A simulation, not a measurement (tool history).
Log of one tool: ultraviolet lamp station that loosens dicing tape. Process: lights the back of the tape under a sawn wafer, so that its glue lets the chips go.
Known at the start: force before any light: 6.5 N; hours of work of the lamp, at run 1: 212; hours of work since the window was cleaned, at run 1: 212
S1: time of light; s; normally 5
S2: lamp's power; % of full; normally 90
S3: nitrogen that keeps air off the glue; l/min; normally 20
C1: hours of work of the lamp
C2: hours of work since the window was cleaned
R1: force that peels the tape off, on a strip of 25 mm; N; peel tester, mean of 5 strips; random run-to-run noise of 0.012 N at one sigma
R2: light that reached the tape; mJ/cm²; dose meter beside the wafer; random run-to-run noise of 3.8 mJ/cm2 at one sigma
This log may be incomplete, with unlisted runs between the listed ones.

Run 1, day 0.000: usual settings; C1 212; C2 212. Result: R1 0.714 N, R2 565 mJ/cm².
Run 2, day 1.750: usual settings; C1 230; C2 230. Result: R1 0.748 N, R2 572 mJ/cm².
Run 3, day 3.817: usual settings; C1 250; C2 250. Result: R1 0.742 N, R2 557 mJ/cm².
Run 4, day 5.917: usual settings; C1 271; C2 271. Result: R1 0.756 N, R2 552 mJ/cm².
Run 5, day 8.479: usual settings; C1 296; C2 296. Result: R1 0.814 N, R2 548 mJ/cm².
Run 6, day 11.392: usual settings; C1 325; C2 325. Result: R1 0.819 N, R2 540 mJ/cm².
Run 7, day 12.792: usual settings; C1 339; C2 339. Result: R1 0.810 N, R2 528 mJ/cm².
Run 8, day 15.071: usual settings; C1 362; C2 362. Result: R1 0.843 N, R2 526 mJ/cm².
Run 9, day 16.467: usual settings; C1 376; C2 376. Result: R1 0.866 N, R2 522 mJ/cm².
Run 10, day 17.842: usual settings but S1 4 s; C1 389; C2 389. Result: R1 1.322 N, R2 417 mJ/cm².
Run 11, day 20.504: usual settings; C1 416; C2 416. Result: R1 0.898 N, R2 514 mJ/cm².
Run 12, day 23.721: usual settings; C1 447; C2 447. Result: R1 0.907 N, R2 504 mJ/cm².
Run 13, day 26.442: usual settings; C1 474; C2 474. Result: R1 0.929 N, R2 498 mJ/cm².
Run 14, day 29.179: usual settings; C1 501; C2 501. Result: R1 0.964 N, R2 493 mJ/cm².
Run 15, day 32.292: usual settings but S1 6 s, S2 76 % of full, S3 7 l/min; C1 532; C2 532. Result: R1 1.694 N, R2 489 mJ/cm².
At day 34.550: window cleaned of glue's vapour.
Run 16, day 35.075: usual settings but S1 9 s; C1 560; C2 5. Result: R1 0.174 N, R2 1034 mJ/cm².
Run 17, day 38.133: usual settings but S1 8 s, S2 70 % of full, S3 19 l/min; C1 590; C2 36. Result: R1 0.449 N, R2 713 mJ/cm².
Run 18, day 39.883: usual settings but S1 9 s, S2 69 % of full, S3 19 l/min; C1 607; C2 53. Result: R1 0.380 N, R2 785 mJ/cm².
Run 19, day 41.617: usual settings but S1 9 s, S2 69 % of full, S3 19 l/min; C1 624; C2 70. Result: R1 0.379 N, R2 775 mJ/cm².
Run 20, day 44.883: usual settings but S1 9 s, S2 69 % of full, S3 19 l/min; C1 657; C2 102. Result: R1 0.392 N, R2 755 mJ/cm².
Run 21, day 47.742: usual settings but S1 6 s; C1 685; C2 131. Result: R1 0.536 N, R2 655 mJ/cm².
Run 22, day 49.388: usual settings but S2 94 % of full, S3 29 l/min; C1 702; C2 147. Result: R1 0.587 N, R2 564 mJ/cm².
Run 23, day 51.438: usual settings but S1 2 s, S2 75 % of full; C1 722; C2 167. Result: R1 3.174 N, R2 175 mJ/cm².
Run 24, day 53.600: usual settings but S1 7 s, S3 11 l/min; C1 743; C2 189. Result: R1 0.617 N, R2 748 mJ/cm².
Run 25, day 55.050: usual settings but S1 3 s, S3 26 l/min; C1 758; C2 203. Result: R1 1.703 N, R2 316 mJ/cm².
Run 26, day 56.800: usual settings but S1 3 s, S3 26 l/min; C1 775; C2 220. Result: R1 1.714 N, R2 310 mJ/cm².
Run 27, day 58.642: usual settings but S2 68 % of full, S3 15 l/min; C1 793; C2 239. Result: R1 1.601 N, R2 391 mJ/cm².
Run 28, day 61.158: usual settings but S1 4 s, S3 7 l/min; C1 818; C2 264. Result: R1 2.125 N, R2 408 mJ/cm².

Selected run-to-run steps in R1, each split into two signed amounts: the part the tool would show with no hidden state at all (from settings, incoming material and random variation), and the remainder, which goes to the hidden state together with any gauge scatter not common to the measured and the hidden-state-free results:
Unlogged tool condition in this case: lamp's light, % of a new lamp's; light that the window lets through, % of a clean one's; drift of the gauge itself on peel_n, %; drift of the gauge itself on dose_mj_cm2, %.
Run 15 -> 16: S1 6 -> 9, S2 76 -> 90, S3 7 -> 20, window cleaned of glue's vapour. R1 -1.520 N: hidden state -0.557, all else -0.963.
Run 22 -> 23: S1 5 -> 2, S2 94 -> 75, S3 29 -> 20. R1 +2.587 N: hidden state +0.221, all else +2.366.
Run 23 -> 24: S1 2 -> 7, S2 75 -> 90, S3 20 -> 11. R1 -2.557 N: hidden state -0.198, all else -2.359.

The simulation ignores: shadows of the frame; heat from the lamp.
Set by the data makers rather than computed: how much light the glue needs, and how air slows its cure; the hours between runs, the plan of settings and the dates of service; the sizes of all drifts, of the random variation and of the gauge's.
